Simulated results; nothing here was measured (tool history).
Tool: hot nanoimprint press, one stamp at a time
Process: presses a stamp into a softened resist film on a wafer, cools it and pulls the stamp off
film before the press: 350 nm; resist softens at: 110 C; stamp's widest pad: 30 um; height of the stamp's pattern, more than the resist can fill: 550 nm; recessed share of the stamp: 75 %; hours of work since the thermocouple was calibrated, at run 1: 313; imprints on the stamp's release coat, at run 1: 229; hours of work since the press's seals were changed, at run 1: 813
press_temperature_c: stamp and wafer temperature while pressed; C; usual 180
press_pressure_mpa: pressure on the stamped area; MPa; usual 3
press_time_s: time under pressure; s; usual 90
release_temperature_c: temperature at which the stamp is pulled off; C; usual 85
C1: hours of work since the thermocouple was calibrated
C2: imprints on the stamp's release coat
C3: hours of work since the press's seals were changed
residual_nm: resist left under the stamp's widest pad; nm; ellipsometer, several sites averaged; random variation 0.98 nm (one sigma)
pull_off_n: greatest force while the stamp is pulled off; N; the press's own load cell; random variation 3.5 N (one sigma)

Run 1, hour 0: usual settings; C1 313; C2 229; C3 813. Result: residual_nm 151.6 nm, pull_off_n 170 N.
Run 2, hour 25.4: usual settings; C1 333; C2 374; C3 832. Result: residual_nm 151 nm, pull_off_n 176 N.
Run 3, hour 71.7: usual settings but press_temperature_c 185 C; C1 368; C2 639; C3 868. Result: residual_nm 122.2 nm, pull_off_n 193 N.
Run 4, hour 117.6: usual settings but press_temperature_c 185 C; C1 403; C2 902; C3 903. Result: residual_nm 121.9 nm, pull_off_n 209 N.
Run 5, hour 159.7: usual settings but press_temperature_c 187 C; C1 436; C2 1143; C3 935. Result: residual_nm 113.9 nm, pull_off_n 210 N.
Run 6, hour 200.9: usual settings but press_temperature_c 187 C; C1 467; C2 1379; C3 967. Result: residual_nm 113.5 nm, pull_off_n 213 N.
Run 7, hour 257.2: usual settings but press_temperature_c 187 C; C1 510; C2 1702; C3 1010. Result: residual_nm 115.7 nm, pull_off_n 213 N.
Run 8, hour 302.5: usual settings but press_temperature_c 187 C; C1 545; C2 1961; C3 1045. Result: residual_nm 113.2 nm, pull_off_n 231 N.
At hour 324.5: stamp cleaned and given a new release coat.
Run 9, hour 345.5: usual settings but press_temperature_c 187 C, press_pressure_mpa 2.93 MPa, press_time_s 50 s; C1 574; C2 121; C3 1073. Result: residual_nm 148 nm, pull_off_n 188 N.
At hour 357.1: plate thermocouple calibrated.
Run 10, hour 408.1: usual settings but press_temperature_c 183 C, press_pressure_mpa 2.32 MPa, press_time_s 50 s, release_temperature_c 79 C; C1 39; C2 462; C3 1119. Result: residual_nm 178.4 nm, pull_off_n 206 N.
Run 11, hour 449.9: usual settings but press_temperature_c 185 C, press_pressure_mpa 3.01 MPa, press_time_s 78 s, release_temperature_c 86 C; C1 71; C2 702; C3 1151. Result: residual_nm 124.6 nm, pull_off_n 185 N.
Run 12, hour 502.2: usual settings but press_pressure_mpa 3.21 MPa, press_time_s 59 s, release_temperature_c 79 C; C1 111; C2 1001; C3 1191. Result: residual_nm 168.5 nm, pull_off_n 224 N.
Run 13, hour 536.1: usual settings but press_pressure_mpa 2.04 MPa; C1 137; C2 1195; C3 1217. Result: residual_nm 174 nm, pull_off_n 199 N.
Run 14, hour 595.9: usual settings but press_temperature_c 174 C, press_time_s 47 s; C1 183; C2 1537; C3 1263. Result: residual_nm 238.2 nm, pull_off_n 209 N.
Run 15, hour 629.7: usual settings but press_temperature_c 178 C, press_pressure_mpa 1.86 MPa, press_time_s 157 s, release_temperature_c 71 C; C1 209; C2 1731; C3 1289. Result: residual_nm 165.7 nm, pull_off_n 297 N.

Some steps in residual_nm between neighbouring runs. How much of each would the tool show without its hidden state too (settings, what came in, random variation), and how much is left for the hidden state, with any gauge scatter that isn't in both results?
The hidden state here: true temperature over the reading, C; pressure that arrives at the usual setting, %; grip of the stamp's worn release coat, % over a new coat's; drift of the gauge itself on residual_nm, %; drift of the gauge itself on pull_off_n, %.
Run 9 -> 10: press_temperature_c 187 -> 183, press_pressure_mpa 2.93 -> 2.32, release_temperature_c 85 -> 79, plate thermocouple calibrated. residual_nm +30.4 nm: hidden state -10.7, all else +41.1.
Run 14 -> 15: press_temperature_c 174 -> 178, press_pressure_mpa 3 -> 1.86, press_time_s 47 -> 157, release_temperature_c 85 -> 71. residual_nm -72.5 nm: hidden state -2.3, all else -70.2.
